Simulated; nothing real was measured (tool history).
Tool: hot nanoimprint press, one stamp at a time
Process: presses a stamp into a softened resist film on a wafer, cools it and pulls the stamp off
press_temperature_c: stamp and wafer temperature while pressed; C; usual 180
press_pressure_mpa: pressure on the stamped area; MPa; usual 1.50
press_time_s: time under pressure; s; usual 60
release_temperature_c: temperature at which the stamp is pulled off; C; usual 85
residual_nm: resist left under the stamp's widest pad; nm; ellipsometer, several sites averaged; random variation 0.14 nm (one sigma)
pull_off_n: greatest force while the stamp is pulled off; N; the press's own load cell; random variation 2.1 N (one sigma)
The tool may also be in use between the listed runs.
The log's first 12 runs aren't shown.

| run | day | press_temperature_c | press_pressure_mpa | press_time_s | release_temperature_c | hours of work since the thermocouple was calibrated | imprints on the stamp's release coat | hours of work since the press's seals were changed | residual_nm | pull_off_n |
|---|---|---|---|---|---|---|---|---|---|---|
| 13 | 3.529 | 180 | 1.50 | 60 | 72 | 189 | 303 | 80 | 107.6 | 284 |
| 14 | 3.888 | 180 | 1.50 | 60 | 72 | 195 | 333 | 85 | 107.9 | 282 |
| 15 | 4.262 | 180 | 1.50 | 60 | 91 | 200 | 364 | 91 | 108.1 | 200 |
| 16 | 4.600 | 180 | 1.49 | 60 | 85 | 206 | 392 | 96 | 108.2 | 224 |
| 17 | 5.021 | 180 | 1.49 | 60 | 85 | 212 | 427 | 102 | 108.2 | 224 |
|  | 5.042 | gauge calibrated |
| 18 | 5.438 | 180 | 1.49 | 71 | 86 | 218 | 462 | 109 | 100.1 | 223 |
| 19 | 5.775 | 180 | 1.49 | 71 | 86 | 224 | 490 | 114 | 100.5 | 220 |
| 20 | 6.200 | 180 | 1.50 | 84 | 85 | 230 | 525 | 120 | 93.4 | 224 |
| 21 | 6.404 | 180 | 1.50 | 84 | 85 | 233 | 542 | 124 | 93.3 | 225 |
| 22 | 6.696 | 180 | 1.50 | 84 | 85 | 238 | 567 | 128 | 93.6 | 228 |
| 23 | 7.079 | 169 | 1.50 | 84 | 87 | 243 | 598 | 134 | 155.9 | 215 |
| 24 | 7.338 | 169 | 1.50 | 84 | 87 | 247 | 620 | 138 | 156.4 | 218 |
| 25 | 7.771 | 186 | 1.92 | 84 | 87 | 254 | 656 | 144 | 62.0 | 213 |
| 26 | 8.121 | 186 | 0.95 | 84 | 87 | 259 | 685 | 150 | 86.5 | 220 |
| 27 | 8.425 | 186 | 0.95 | 84 | 87 | 264 | 710 | 154 | 86.3 | 218 |
| 28 | 8.725 | 186 | 0.95 | 84 | 87 | 269 | 735 | 159 | 86.4 | 219 |
| 29 | 8.933 | 180 | 1.50 | 92 | 85 | 272 | 753 | 162 | 90.3 | 224 |
|  | 9.296 | stamp cleaned and given a new release coat |
| 30 | 9.446 | 188 | 1.50 | 37 | 85 | 276 | 13 | 166 | 91.6 | 223 |

Forecast each of these 3 alternatives for the next run:
| A | 9.675 | 173 | 1.50 | 96 | 89 | 279 | 31 | 170 | ? | ? |
| B | 9.675 | 184 | 1.50 | 70 | 84 | 279 | 31 | 170 | ? | ? |
| C | 9.675 | 179 | 1.50 | 37 | 85 | 279 | 31 | 170 | ? | ? |

| run | residual_nm | pull_off_n |
|---|---|---|
| A | 125.2 | 207 |
| B | 83.7 | 232 |
| C | 135.3 | 226 |
Without the tool's hidden state the same runs would have given:
| run | residual_nm | pull_off_n |
|---|---|---|
| A | 124.4 | 207 |
| B | 83.1 | 232 |
| C | 134.4 | 226 |
